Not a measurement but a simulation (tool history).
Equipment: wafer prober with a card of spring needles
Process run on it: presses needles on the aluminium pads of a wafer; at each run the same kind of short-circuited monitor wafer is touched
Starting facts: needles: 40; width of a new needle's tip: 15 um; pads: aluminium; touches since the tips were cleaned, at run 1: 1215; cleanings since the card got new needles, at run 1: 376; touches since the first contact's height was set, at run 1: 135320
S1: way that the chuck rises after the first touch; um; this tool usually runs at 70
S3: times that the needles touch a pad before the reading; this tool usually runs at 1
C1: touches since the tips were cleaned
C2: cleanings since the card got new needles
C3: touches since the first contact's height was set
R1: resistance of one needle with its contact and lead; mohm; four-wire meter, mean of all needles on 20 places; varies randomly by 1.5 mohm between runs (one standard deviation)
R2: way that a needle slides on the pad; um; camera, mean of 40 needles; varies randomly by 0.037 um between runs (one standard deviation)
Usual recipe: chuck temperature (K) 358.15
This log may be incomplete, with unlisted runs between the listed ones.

run 1 hour=0 | S1=70 chuck_temperature_(K)=358.15 S3=1 | C1=1215 C2=376 C3=135320 | R1=243 R2=9.31
-- hour=4.5 tips cleaned on abrasive film
-- hour=12 tips cleaned on abrasive film
-- hour=19.5 tips cleaned on abrasive film
-- hour=27 tips cleaned on abrasive film
-- hour=34.5 tips cleaned on abrasive film
-- hour=42 tips cleaned on abrasive film
-- hour=48.2 height of the first contact set anew
-- hour=49.8 tips cleaned on abrasive film
-- hour=55.8 tips cleaned on abrasive film
-- hour=61.8 tips cleaned on abrasive film
-- hour=69.3 tips cleaned on abrasive film
run 2 hour=70.3 | S1=70 chuck_temperature_(K)=358.15 S3=1 | C1=458 C2=386 C3=10186 | R1=213 R2=8.83
-- hour=76.3 tips cleaned on abrasive film
-- hour=83.8 tips cleaned on abrasive film
-- hour=91.3 tips cleaned on abrasive film
-- hour=98.8 tips cleaned on abrasive film
-- hour=106.2 tips cleaned on abrasive film
-- hour=113.3 tips cleaned on abrasive film
run 3 hour=113.3 | S1=70 chuck_temperature_(K)=357.15 S3=1 | C1=0 C2=392 C3=30137 | R1=176 R2=8.77
-- hour=120.8 tips cleaned on abrasive film
-- hour=128.3 tips cleaned on abrasive film
-- hour=134.3 tips cleaned on abrasive film
-- hour=141.8 tips cleaned on abrasive film
-- hour=149.3 tips cleaned on abrasive film
run 4 hour=152.1 | S1=70 chuck_temperature_(K)=357.15 S3=1 | C1=1335 C2=397 C3=48148 | R1=259 R2=8.66
-- hour=156.7 tips cleaned on abrasive film
-- hour=164.1 tips cleaned on abrasive film
-- hour=171.6 tips cleaned on abrasive film
-- hour=179.1 tips cleaned on abrasive film
-- hour=185.1 tips cleaned on abrasive film
run 5 hour=185.4 | S1=70 chuck_temperature_(K)=357.15 S3=1 | C1=128 C2=402 C3=63563 | R1=183 R2=8.56
-- hour=191.4 tips cleaned on abrasive film
-- hour=197.4 tips cleaned on abrasive film
-- hour=204.9 tips cleaned on abrasive film
-- hour=212.4 tips cleaned on abrasive film
-- hour=219.9 tips cleaned on abrasive film
-- hour=227.4 tips cleaned on abrasive film
-- hour=234.9 tips cleaned on abrasive film
run 6 hour=237.3 | S1=70 chuck_temperature_(K)=358.15 S3=1 | C1=1121 C2=409 C3=87611 | R1=276 R2=8.49
-- hour=241.8 tips cleaned on abrasive film
-- hour=249.3 tips cleaned on abrasive film
-- hour=256.8 tips cleaned on abrasive film
-- hour=262.8 tips cleaned on abrasive film
-- hour=270.3 tips cleaned on abrasive film
-- hour=277.8 tips cleaned on abrasive film
-- hour=285.3 tips cleaned on abrasive film
run 7 hour=290.3 | S1=70 chuck_temperature_(K)=397.15 S3=1 | C1=2372 C2=416 C3=112217 | R1=370 R2=8.45
-- hour=291.9 tips cleaned on abrasive film
-- hour=297.9 tips cleaned on abrasive film
-- hour=305.4 tips cleaned on abrasive film
-- hour=312.9 tips cleaned on abrasive film
-- hour=324.9 card fitted with new needles
-- hour=332.4 tips cleaned on abrasive film
-- hour=338.4 tips cleaned on abrasive film
-- hour=345.9 tips cleaned on abrasive film
-- hour=353.4 tips cleaned on abrasive film
-- hour=360.9 tips cleaned on abrasive film
run 8 hour=363.6 | S1=70 chuck_temperature_(K)=329.15 S3=1 | C1=1275 C2=5 C3=17951 | R1=177 R2=9.92
-- hour=368.1 tips cleaned on abrasive film
-- hour=374.1 tips cleaned on abrasive film
-- hour=381.6 tips cleaned on abrasive film
-- hour=387.6 tips cleaned on abrasive film
-- hour=393.6 tips cleaned on abrasive film
-- hour=401.1 tips cleaned on abrasive film
-- hour=407.1 tips cleaned on abrasive film
-- hour=414.6 tips cleaned on abrasive film
-- hour=422.1 tips cleaned on abrasive film
run 9 hour=424.1 | S1=84 chuck_temperature_(K)=366.15 S3=1 | C1=919 C2=14 C3=45969 | R1=160 R2=11.8
-- hour=428.6 tips cleaned on abrasive film
-- hour=436.1 tips cleaned on abrasive film
-- hour=440.8 height of the first contact set anew, once more
-- hour=443.9 tips cleaned on abrasive film
-- hour=451.4 tips cleaned on abrasive film
-- hour=457.4 tips cleaned on abrasive film
-- hour=463.4 tips cleaned on abrasive film
-- hour=470.9 tips cleaned on abrasive film
-- hour=478.4 tips cleaned on abrasive film
-- hour=485.9 tips cleaned on abrasive film
-- hour=492 tips cleaned on abrasive film
run 10 hour=492 | S1=60 chuck_temperature_(K)=323.15 S3=1 | C1=0 C2=24 C3=23661 | R1=148 R2=8.49
-- hour=499.4 tips cleaned on abrasive film
-- hour=505.5 tips cleaned on abrasive film
-- hour=512.9 tips cleaned on abrasive film
-- hour=519 tips cleaned on abrasive film
-- hour=526.5 tips cleaned on abrasive film
-- hour=533.9 tips cleaned on abrasive film
run 11 hour=534.2 | S1=60 chuck_temperature_(K)=323.15 S3=1 | C1=113 C2=30 C3=43227 | R1=153 R2=8.41
-- hour=540.2 tips cleaned on abrasive film
-- hour=547.7 tips cleaned on abrasive film
-- hour=555.2 tips cleaned on abrasive film
-- hour=562.7 tips cleaned on abrasive film
-- hour=568.7 tips cleaned on abrasive film
-- hour=574.7 tips cleaned on abrasive film
-- hour=582.2 tips cleaned on abrasive film
-- hour=589.7 tips cleaned on abrasive film
-- hour=597.2 tips cleaned on abrasive film
run 12 hour=601.3 | S1=59 chuck_temperature_(K)=376.15 S3=1 | C1=1925 C2=39 C3=74339 | R1=211 R2=8.11
-- hour=604.3 tips cleaned on abrasive film
-- hour=611.8 tips cleaned on abrasive film
-- hour=619.3 tips cleaned on abrasive film
-- hour=626.8 tips cleaned on abrasive film
-- hour=632.8 tips cleaned on abrasive film
-- hour=640.3 tips cleaned on abrasive film
-- hour=647.8 tips cleaned on abrasive film
-- hour=655.3 tips cleaned on abrasive film
-- hour=661.3 tips cleaned on abrasive film
run 13 hour=664.1 | S1=70 chuck_temperature_(K)=372.15 S3=1 | C1=1338 C2=48 C3=103472 | R1=178 R2=9.54
-- hour=668.7 tips cleaned on abrasive film
-- hour=676.2 tips cleaned on abrasive film
-- hour=683.7 tips cleaned on abrasive film
-- hour=691.1 tips cleaned on abrasive film
-- hour=698.6 tips cleaned on abrasive film
-- hour=704.6 tips cleaned on abrasive film
-- hour=710.7 tips cleaned on abrasive film
run 14 hour=715.2 | S1=70 chuck_temperature_(K)=372.15 S3=1 | C1=2149 C2=55 C3=127162 | R1=195 R2=9.4
-- hour=716.8 tips cleaned on abrasive film
-- hour=724.3 tips cleaned on abrasive film
-- hour=730.3 tips cleaned on abrasive film
-- hour=736.3 tips cleaned on abrasive film
-- hour=743.8 tips cleaned on abrasive film
-- hour=751.3 tips cleaned on abrasive film
run 15 hour=757.2 | S1=70 chuck_temperature_(K)=372.15 S3=1 | C1=2771 C2=61 C3=146617 | R1=223 R2=9.31
-- hour=758.8 tips cleaned on abrasive film
-- hour=764.8 tips cleaned on abrasive film
-- hour=770.8 tips cleaned on abrasive film
-- hour=778.3 tips cleaned on abrasive film
-- hour=781.6 height of the first contact set anew
-- hour=784.6 tips cleaned on abrasive film
-- hour=792.1 tips cleaned on abrasive film
-- hour=798.1 tips cleaned on abrasive film
-- hour=805.6 tips cleaned on abrasive film
-- hour=813.1 tips cleaned on abrasive film
run 16 hour=816.7 | S1=77 chuck_temperature_(K)=308.15 S3=1 | C1=1667 C2=70 C3=16259 | R1=175 R2=10.96

Here are 4 independent what-if runs from the current tool condition. What would each one return?
-- hour=819.7 tips cleaned on abrasive film
-- hour=825.7 tips cleaned on abrasive film
-- hour=833.2 tips cleaned on abrasive film
-- hour=840.7 tips cleaned on abrasive film
-- hour=846.7 tips cleaned on abrasive film
-- hour=852.7 tips cleaned on abrasive film
-- hour=860.2 tips cleaned on abrasive film
-- hour=867.7 tips cleaned on abrasive film
-- hour=875.2 tips cleaned on abrasive film
-- hour=882.7 tips cleaned on abrasive film
-- hour=890.2 tips cleaned on abrasive film
run A hour=892.5 | S1=77 chuck_temperature_(K)=329.15 S3=2 | C1=1099 C2=81 C3=51406 | R1=? R2=?
-- hour=819.7 tips cleaned on abrasive film
-- hour=825.7 tips cleaned on abrasive film
-- hour=833.2 tips cleaned on abrasive film
-- hour=840.7 tips cleaned on abrasive film
-- hour=846.7 tips cleaned on abrasive film
-- hour=852.7 tips cleaned on abrasive film
-- hour=860.2 tips cleaned on abrasive film
-- hour=867.7 tips cleaned on abrasive film
-- hour=875.2 tips cleaned on abrasive film
-- hour=882.7 tips cleaned on abrasive film
-- hour=890.2 tips cleaned on abrasive film
run B hour=892.5 | S1=78 chuck_temperature_(K)=356.15 S3=1 | C1=1099 C2=81 C3=51406 | R1=? R2=?
-- hour=819.7 tips cleaned on abrasive film
-- hour=825.7 tips cleaned on abrasive film
-- hour=833.2 tips cleaned on abrasive film
-- hour=840.7 tips cleaned on abrasive film
-- hour=846.7 tips cleaned on abrasive film
-- hour=852.7 tips cleaned on abrasive film
-- hour=860.2 tips cleaned on abrasive film
-- hour=867.7 tips cleaned on abrasive film
-- hour=875.2 tips cleaned on abrasive film
-- hour=882.7 tips cleaned on abrasive film
-- hour=890.2 tips cleaned on abrasive film
run C hour=892.5 | S1=77 chuck_temperature_(K)=328.15 S3=1 | C1=1099 C2=81 C3=51406 | R1=? R2=?
-- hour=819.7 tips cleaned on abrasive film
-- hour=825.7 tips cleaned on abrasive film
-- hour=833.2 tips cleaned on abrasive film
-- hour=840.7 tips cleaned on abrasive film
-- hour=846.7 tips cleaned on abrasive film
-- hour=852.7 tips cleaned on abrasive film
-- hour=860.2 tips cleaned on abrasive film
-- hour=867.7 tips cleaned on abrasive film
-- hour=875.2 tips cleaned on abrasive film
-- hour=882.7 tips cleaned on abrasive film
-- hour=890.2 tips cleaned on abrasive film
run D hour=892.5 | S1=70 chuck_temperature_(K)=358.15 S3=2 | C1=1099 C2=81 C3=51406 | R1=? R2=?

run=A R1=165 R2=10.71
run=B R1=182 R2=10.86
run=C R1=183 R2=10.71
run=D R1=171 R2=9.72
Without the tool's hidden state the same runs would have given:
run=A R1=142 R2=10.97
run=B R1=147 R2=11.13
run=C R1=145 R2=10.97
run=D R1=145 R2=9.98
